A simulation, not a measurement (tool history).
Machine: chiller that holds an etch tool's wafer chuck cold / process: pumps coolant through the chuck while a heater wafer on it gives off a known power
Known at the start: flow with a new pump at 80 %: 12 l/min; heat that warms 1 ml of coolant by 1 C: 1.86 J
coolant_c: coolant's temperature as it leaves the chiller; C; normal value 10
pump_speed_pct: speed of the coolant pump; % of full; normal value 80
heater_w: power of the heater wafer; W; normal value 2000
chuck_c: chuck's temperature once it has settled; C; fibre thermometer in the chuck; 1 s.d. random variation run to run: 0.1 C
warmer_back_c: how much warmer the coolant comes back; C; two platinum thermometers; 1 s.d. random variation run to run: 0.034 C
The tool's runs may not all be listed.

run	hour	coolant_c	pump_speed_pct	heater_w	chuck_c	warmer_back_c
1	0	10	80	2000	29	5.32
2	44.4	10	80	1793	27	4.81
3	76.6	10	80	2000	29.1	5.42
4	118	10	80	2000	29	5.44
5	162.5	10	80	2000	29.3	5.4
6	196.1	10	80	2000	29.1	5.43
# hour 217.6: coolant changed, channels flushed
7	225.9	10	80	2000	26.5	5.37
8	247.4	10	80	2000	26.4	5.38
9	287.6	10	80	2000	26.3	5.42
10	325.6	1	80	2000	17.3	5.41
11	369.7	1	80	2000	17.2	5.46
12	407	1	80	2000	17.7	5.37
13	432.5	10	80	1673	23.8	4.58
14	451	11	63	1558	26	5.38
15	488.9	3	80	1781	17.7	4.81
16	513.9	3	78	2891	27.2	8.08
17	553.2	18	87	1030	26.1	2.59
18	585	18	87	1030	26.2	2.51
19	627.3	1	63	2000	20.5	6.94
20	649	1	63	2000	20.5	6.93
21	681.7	2	77	1228	12.6	3.53
22	716.5	9	80	2000	25.9	5.52
23	753.7	9	80	2000	25.8	5.52
24	775.5	9	82	2280	27.9	6.15
25	819.3	10	94	1637	22.6	3.8
26	838.6	10	94	1637	22.6	3.89

What if the next run were any one of these 4? Each begins from the tool's condition after run 26:
A	867.2	13	71	2000	?	?
B	867.2	10	89	1025	?	?
C	867.2	3	80	2000	?	?
D	867.2	10	80	1246	?	?

run	chuck_c	warmer_back_c
A	31.4	6.19
B	18.3	2.52
C	19.9	5.52
D	20.8	3.45
What these runs would have given with no unlogged condition in the tool:
run	chuck_c	warmer_back_c
A	30.3	6.04
B	17.6	2.45
C	18.9	5.38
D	20.1	3.37
